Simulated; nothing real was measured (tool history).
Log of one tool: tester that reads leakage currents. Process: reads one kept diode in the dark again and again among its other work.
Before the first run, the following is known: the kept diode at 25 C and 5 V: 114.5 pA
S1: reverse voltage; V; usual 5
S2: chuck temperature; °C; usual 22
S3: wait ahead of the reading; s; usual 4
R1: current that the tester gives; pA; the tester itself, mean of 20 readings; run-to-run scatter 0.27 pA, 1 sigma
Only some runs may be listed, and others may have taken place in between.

run	day	S1	S2	S3	R1
1	0	5	22	4	101.98
2	3.55	1.21	22	4	56.57
3	9.404	5	29	4	186.3
4	12.125	5	29	4	186.7
5	14.738	5	29	4	189.08
6	19.421	5	29	4	188.97
7	23.683	11.55	22	4	169.51
8	27.846	11.55	22	4	171.74
9	31.321	5	56	4	1536.18
10	33.854	5	56	4	1540.98
11	38.621	5	56	4	1226.28
12	44.608	5	56	4	1232.87
13	48.775	5	22	1.84	94.23
14	54.762	5	22	0.82	96.06
15	57.554	5	22	0.82	96.49
16	61.246	5	22	0.94	97.33
17	65.038	5	22	0.94	98.38
18	69.112	5	22	0.94	99.37
19	74.479	1.44	22	0.94	56.9
20	78.392	1.26	53	2.22	582.1
21	83.142	1.26	53	2.22	588.46
22	87.133	1.26	53	2.22	591.81
23	91.425	1.8	58	4	972.31
24	95.7	1.8	23	3.84	68.44
25	98.846	1.8	23	3.84	68.53
26	102.812	1.8	29	6.89	113.95
27	106.712	1.8	29	6.89	114.38
28	110.812	4.14	21	6.89	84.8
29	115.979	4.14	21	6.89	86.2
30	118.475	4.14	57	6.89	1319.91
31	123.754	3.09	41	2.48	376.85
32	129.85	3.09	41	2.48	377.58
33	134.225	4.38	22	1.83	99.42
34	138.583	4.38	22	0.96	89.25
35	142.808	5	45	0.49	565.25
36	147.454	5	45	0.49	567.38
37	153.612	11.59	21	0.97	134.4
38	159.483	11.96	22	0.44	152.3

Not shown here: 4 entries made in the log between runs. Locate each between two listed runs and compare the hidden state at the listed run before it with the hidden state at the listed run after it:
Logged between run 6 and run 7: chuck's temperature calibrated (day 22.908)
  stray current of the dirty probe card, pA a volt: 0.501 -> 0.581; current scale over the true one, %: -0.55 -> -0.59; true chuck temperature over the reading, C: 1.97 -> 3.1
  measured result minus the result with no hidden state, R1: +29.19 -> +43.55 pA
Logged between run 10 and run 11: chuck's temperature calibrated, once more (day 38.217)
  stray current of the dirty probe card, pA a volt: 0.754 -> 0.836; current scale over the true one, %: -0.67 -> -0.71; true chuck temperature over the reading, C: 3.3 -> -0.06
  measured result minus the result with no hidden state, R1: +307.32 -> -9.74 pA
Logged between run 19 and run 20: probe card cleaned and baked (day 76.046)
  stray current of the dirty probe card, pA a volt: 1.485 -> 0.066; current scale over the true one, %: -1 -> -1.03; true chuck temperature over the reading, C: 0.57 -> 0.64
  measured result minus the result with no hidden state, R1: +4.16 -> +19.8 pA
Logged between run 33 and run 34: chuck's temperature calibrated (day 135.912)
  stray current of the dirty probe card, pA a volt: 1.066 -> 1.145; current scale over the true one, %: -1.47 -> -1.51; true chuck temperature over the reading, C: 1.62 -> 0.09
  measured result minus the result with no hidden state, R1: +15.56 -> +4.24 pA

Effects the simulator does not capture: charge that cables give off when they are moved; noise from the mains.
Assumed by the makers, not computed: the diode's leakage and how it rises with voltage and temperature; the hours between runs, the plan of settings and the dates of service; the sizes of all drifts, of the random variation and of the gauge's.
